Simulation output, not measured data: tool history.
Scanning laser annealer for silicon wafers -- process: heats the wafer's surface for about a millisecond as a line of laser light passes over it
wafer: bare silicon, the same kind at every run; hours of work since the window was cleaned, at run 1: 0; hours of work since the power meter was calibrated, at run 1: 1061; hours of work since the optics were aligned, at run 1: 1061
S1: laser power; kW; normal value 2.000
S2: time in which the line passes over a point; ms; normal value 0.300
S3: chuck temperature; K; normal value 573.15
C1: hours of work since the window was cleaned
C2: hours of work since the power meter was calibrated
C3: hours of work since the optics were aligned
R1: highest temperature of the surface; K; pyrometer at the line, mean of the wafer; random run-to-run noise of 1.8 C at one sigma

{"run": 1, "hour": 0.0, "S1": 2.0, "S2": 0.3, "S3": 573.15, "C1": 0, "C2": 1061, "C3": 1061, "R1": 1341.15}
{"run": 2, "hour": 52.7, "S1": 2.0, "S2": 0.3, "S3": 573.15, "C1": 29, "C2": 1090, "C3": 1090, "R1": 1341.15}
{"run": 3, "hour": 102.3, "S1": 2.0, "S2": 0.3, "S3": 573.15, "C1": 56, "C2": 1117, "C3": 1117, "R1": 1340.15}
{"run": 4, "hour": 164.4, "S1": 2.0, "S2": 0.254, "S3": 573.15, "C1": 89, "C2": 1150, "C3": 1150, "R1": 1290.15}
{"run": 5, "hour": 205.9, "S1": 2.0, "S2": 0.3, "S3": 573.15, "C1": 112, "C2": 1173, "C3": 1173, "R1": 1344.15}
{"run": 6, "hour": 273.2, "S1": 2.0, "S2": 0.3, "S3": 573.15, "C1": 149, "C2": 1210, "C3": 1210, "R1": 1339.15}
{"run": 7, "hour": 314.5, "S1": 2.0, "S2": 0.3, "S3": 573.15, "C1": 171, "C2": 1232, "C3": 1232, "R1": 1342.15}
{"run": 8, "hour": 366.8, "S1": 2.0, "S2": 0.3, "S3": 573.15, "C1": 200, "C2": 1261, "C3": 1261, "R1": 1339.15}
{"run": 9, "hour": 452.4, "S1": 2.0, "S2": 0.269, "S3": 573.15, "C1": 246, "C2": 1307, "C3": 1307, "R1": 1304.15}
{"run": 10, "hour": 528.2, "S1": 2.0, "S2": 0.3, "S3": 592.15, "C1": 288, "C2": 1349, "C3": 1349, "R1": 1356.15}
{"run": 11, "hour": 608.0, "S1": 2.0, "S2": 0.3, "S3": 573.15, "C1": 331, "C2": 1392, "C3": 1392, "R1": 1340.15}
{"run": 12, "hour": 679.5, "S1": 2.0, "S2": 0.3, "S3": 573.15, "C1": 370, "C2": 1431, "C3": 1431, "R1": 1339.15}
{"run": 13, "hour": 729.4, "S1": 2.0, "S2": 0.3, "S3": 573.15, "C1": 397, "C2": 1458, "C3": 1458, "R1": 1339.15}
{"run": 14, "hour": 812.6, "S1": 2.0, "S2": 0.3, "S3": 573.15, "C1": 442, "C2": 1503, "C3": 1503, "R1": 1340.15}
{"run": 15, "hour": 886.2, "S1": 2.0, "S2": 0.3, "S3": 573.15, "C1": 482, "C2": 1543, "C3": 1543, "R1": 1338.15}
{"run": 16, "hour": 958.2, "S1": 2.0, "S2": 0.349, "S3": 539.15, "C1": 522, "C2": 1583, "C3": 1583, "R1": 1352.15}
{"hour": 993.3, "done": "optics aligned, line set to its width"}
{"run": 17, "hour": 1040.9, "S1": 2.143, "S2": 0.287, "S3": 611.15, "C1": 564, "C2": 1625, "C3": 26, "R1": 1429.15}
{"hour": 1102.9, "done": "window over the wafer cleaned"}
{"run": 18, "hour": 1130.6, "S1": 2.092, "S2": 0.345, "S3": 602.15, "C1": 15, "C2": 1673, "C3": 74, "R1": 1461.15}
{"run": 19, "hour": 1186.9, "S1": 1.778, "S2": 0.33, "S3": 585.15, "C1": 46, "C2": 1703, "C3": 104, "R1": 1277.15}
{"run": 20, "hour": 1252.8, "S1": 2.0, "S2": 0.297, "S3": 538.15, "C1": 82, "C2": 1739, "C3": 140, "R1": 1303.15}
{"run": 21, "hour": 1343.3, "S1": 1.736, "S2": 0.297, "S3": 538.15, "C1": 131, "C2": 1788, "C3": 189, "R1": 1180.15}
{"run": 22, "hour": 1441.8, "S1": 1.808, "S2": 0.28, "S3": 538.15, "C1": 184, "C2": 1842, "C3": 243, "R1": 1196.15}
{"run": 23, "hour": 1498.2, "S1": 2.175, "S2": 0.3, "S3": 573.15, "C1": 215, "C2": 1873, "C3": 274, "R1": 1423.15}

Predict each of these 3 candidate next runs independently; none follows another, all start after run 23:
{"run": "A", "hour": 1588.6, "S1": 2.0, "S2": 0.231, "S3": 573.15, "C1": 264, "C2": 1922, "C3": 323, "R1": "?"}
{"run": "B", "hour": 1588.6, "S1": 2.135, "S2": 0.3, "S3": 573.15, "C1": 264, "C2": 1922, "C3": 323, "R1": "?"}
{"run": "C", "hour": 1588.6, "S1": 2.147, "S2": 0.245, "S3": 573.15, "C1": 264, "C2": 1922, "C3": 323, "R1": "?"}

run=A R1=1259.15
run=B R1=1404.15
run=C R1=1341.15
With the hidden condition removed and each run's random variation left untouched, the same runs would have given:
run=A R1=1259.15
run=B R1=1404.15
run=C R1=1341.15
